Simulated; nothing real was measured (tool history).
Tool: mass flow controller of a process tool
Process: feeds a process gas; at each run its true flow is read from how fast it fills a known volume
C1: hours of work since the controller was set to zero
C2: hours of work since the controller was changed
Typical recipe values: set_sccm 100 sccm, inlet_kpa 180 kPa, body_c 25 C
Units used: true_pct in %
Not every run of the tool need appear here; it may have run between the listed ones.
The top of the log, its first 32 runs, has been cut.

run 33 day=120.700 | set_sccm=100 inlet_kpa=180 body_c=27 | C1=2654 C2=2654 | true_pct=99.36
run 34 day=125.442 | set_sccm=29 inlet_kpa=227 body_c=25 | C1=2717 C2=2717 | true_pct=101.82
run 35 day=128.588 | set_sccm=153 inlet_kpa=171 body_c=25 | C1=2759 C2=2759 | true_pct=99.54
run 36 day=131.296 | set_sccm=23 inlet_kpa=212 body_c=25 | C1=2795 C2=2795 | true_pct=102.90
run 37 day=133.792 | set_sccm=84 inlet_kpa=150 body_c=21 | C1=2828 C2=2828 | true_pct=99.53
run 38 day=137.371 | set_sccm=84 inlet_kpa=150 body_c=21 | C1=2876 C2=2876 | true_pct=99.58
run 39 day=139.650 | set_sccm=84 inlet_kpa=150 body_c=21 | C1=2906 C2=2906 | true_pct=99.62
run 40 day=142.058 | set_sccm=100 inlet_kpa=180 body_c=21 | C1=2938 C2=2938 | true_pct=99.62
run 41 day=146.288 | set_sccm=29 inlet_kpa=180 body_c=25 | C1=2994 C2=2994 | true_pct=101.95
run 42 day=151.038 | set_sccm=29 inlet_kpa=180 body_c=25 | C1=3057 C2=3057 | true_pct=101.99
run 43 day=155.208 | set_sccm=29 inlet_kpa=180 body_c=25 | C1=3113 C2=3113 | true_pct=102.07
run 44 day=158.171 | set_sccm=100 inlet_kpa=179 body_c=20 | C1=3152 C2=3152 | true_pct=99.78
run 45 day=161.483 | set_sccm=81 inlet_kpa=274 body_c=31 | C1=3196 C2=3196 | true_pct=100.13
run 46 day=164.117 | set_sccm=81 inlet_kpa=274 body_c=31 | C1=3231 C2=3231 | true_pct=100.07
run 47 day=167.721 | set_sccm=81 inlet_kpa=217 body_c=27 | C1=3279 C2=3279 | true_pct=99.96

Here are 3 independent what-if runs from the current tool condition. What would each one return?
run A day=170.912 | set_sccm=21 inlet_kpa=214 body_c=29 | C1=3321 C2=3321 | true_pct=?
run B day=170.912 | set_sccm=81 inlet_kpa=204 body_c=38 | C1=3321 C2=3321 | true_pct=?
run C day=170.912 | set_sccm=100 inlet_kpa=261 body_c=23 | C1=3321 C2=3321 | true_pct=?

run=A true_pct=104.26
run=B true_pct=99.54
run=C true_pct=100.06
With no hidden state in the tool, these same runs would have given:
run=A true_pct=98.18
run=B true_pct=98.43
run=C true_pct=99.28

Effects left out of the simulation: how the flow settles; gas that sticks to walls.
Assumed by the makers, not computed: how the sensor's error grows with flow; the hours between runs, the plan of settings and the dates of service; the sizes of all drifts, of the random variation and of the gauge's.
